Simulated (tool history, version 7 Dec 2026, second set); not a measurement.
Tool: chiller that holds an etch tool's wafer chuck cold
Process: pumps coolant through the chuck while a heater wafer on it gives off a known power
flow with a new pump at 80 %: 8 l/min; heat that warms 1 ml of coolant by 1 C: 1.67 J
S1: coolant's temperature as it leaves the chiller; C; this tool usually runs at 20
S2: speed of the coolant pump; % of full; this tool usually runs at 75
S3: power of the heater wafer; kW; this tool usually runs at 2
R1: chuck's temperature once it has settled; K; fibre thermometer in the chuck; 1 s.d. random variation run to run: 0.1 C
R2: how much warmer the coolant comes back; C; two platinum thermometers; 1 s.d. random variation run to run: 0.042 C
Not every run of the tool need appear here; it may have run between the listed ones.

run 1 hour=0 | S1=20 S2=75 S3=2 | R1=311.15 R2=9.53
run 2 hour=18.7 | S1=20 S2=76 S3=2 | R1=310.65 R2=9.41
run 3 hour=50.4 | S1=20 S2=76 S3=2 | R1=310.85 R2=9.5
run 4 hour=84.8 | S1=20 S2=76 S3=2 | R1=310.85 R2=9.45
run 5 hour=113.6 | S1=20 S2=76 S3=2 | R1=310.75 R2=9.53
run 6 hour=137.9 | S1=20 S2=76 S3=2 | R1=310.85 R2=9.46
run 7 hour=168.7 | S1=20 S2=94 S3=2 | R1=307.95 R2=7.69
run 8 hour=199.5 | S1=19 S2=75 S3=2 | R1=310.05 R2=9.68
run 9 hour=222.1 | S1=19 S2=75 S3=2 | R1=310.05 R2=9.66
run 10 hour=250.3 | S1=20 S2=75 S3=2 | R1=310.95 R2=9.69
run 11 hour=267.2 | S1=20 S2=75 S3=2 | R1=311.05 R2=9.7
run 12 hour=296.8 | S1=20 S2=75 S3=2 | R1=311.35 R2=9.75
run 13 hour=315 | S1=20 S2=75 S3=2 | R1=311.15 R2=9.63
run 14 hour=335 | S1=20 S2=75 S3=2 | R1=311.25 R2=9.75
run 15 hour=354.6 | S1=17 S2=75 S3=2 | R1=308.25 R2=9.71
run 16 hour=388.8 | S1=29 S2=75 S3=2 | R1=320.15 R2=9.75
run 17 hour=408.4 | S1=20 S2=92 S3=1.026 | R1=301.15 R2=4.08
run 18 hour=430.1 | S1=20 S2=74 S3=1.007 | R1=302.65 R2=4.95
run 19 hour=456.9 | S1=20 S2=74 S3=1.007 | R1=302.45 R2=4.96
run 20 hour=481.1 | S1=20 S2=74 S3=1.007 | R1=302.55 R2=4.98
run 21 hour=509.5 | S1=24 S2=76 S3=2 | R1=315.35 R2=9.54
run 22 hour=532.9 | S1=22 S2=62 S3=1.61 | R1=312.35 R2=9.45
run 23 hour=559 | S1=13 S2=85 S3=1.392 | R1=297.75 R2=6.01
run 24 hour=573.4 | S1=13 S2=85 S3=1.233 | R1=296.35 R2=5.28
run 25 hour=594.9 | S1=12 S2=79 S3=1.584 | R1=299.15 R2=7.38
run 26 hour=610.6 | S1=20 S2=80 S3=1.139 | R1=302.95 R2=5.22
run 27 hour=630.9 | S1=14 S2=60 S3=1.831 | R1=307.35 R2=11.07
run 28 hour=647.7 | S1=14 S2=60 S3=1.831 | R1=307.35 R2=11.22
run 29 hour=675.1 | S1=11 S2=86 S3=1.959 | R1=300.25 R2=8.38
run 30 hour=696.9 | S1=20 S2=98 S3=2 | R1=308.05 R2=7.53
run 31 hour=723.2 | S1=20 S2=89 S3=2 | R1=309.15 R2=8.34

For each run, the measured value with the value that run would have given without the tool's hidden condition subtracted. The run-to-run variation is shared by both, the gauge scatter possibly not:
Hidden state at play: heat passed by the chuck's channels, % of clean ones'; flow at a given pump speed, % of a new pump's; coolant's true temperature over the reading, C; drift of the gauge itself on chuck_c, C; drift of the gauge itself on warmer_back_c, C.
run=1 R1=+0.8 R2=+0.02
run=2 R1=+0.8 R2=+0.02
run=3 R1=+0.8 R2=+0.04
run=4 R1=+0.9 R2=+0.05
run=5 R1=+0.8 R2=+0.06
run=6 R1=+0.9 R2=+0.06
run=7 R1=+0.8 R2=+0.05
run=8 R1=+1 R2=+0.08
run=9 R1=+1 R2=+0.09
run=10 R1=+1 R2=+0.09
run=11 R1=+1.1 R2=+0.1
run=12 R1=+1.1 R2=+0.1
run=13 R1=+1.1 R2=+0.11
run=14 R1=+1.1 R2=+0.11
run=15 R1=+1.1 R2=+0.12
run=16 R1=+1.2 R2=+0.13
run=17 R1=+0.7 R2=+0.05
run=18 R1=+0.7 R2=+0.07
run=19 R1=+0.7 R2=+0.07
run=20 R1=+0.8 R2=+0.08
run=21 R1=+1.3 R2=+0.16
run=22 R1=+1.2 R2=+0.17
run=23 R1=+0.9 R2=+0.11
run=24 R1=+0.9 R2=+0.1
run=25 R1=+1.1 R2=+0.15
run=26 R1=+0.9 R2=+0.1
run=27 R1=+1.4 R2=+0.22
run=28 R1=+1.5 R2=+0.24
run=29 R1=+1.3 R2=+0.18
run=30 R1=+1.3 R2=+0.17
run=31 R1=+1.4 R2=+0.19
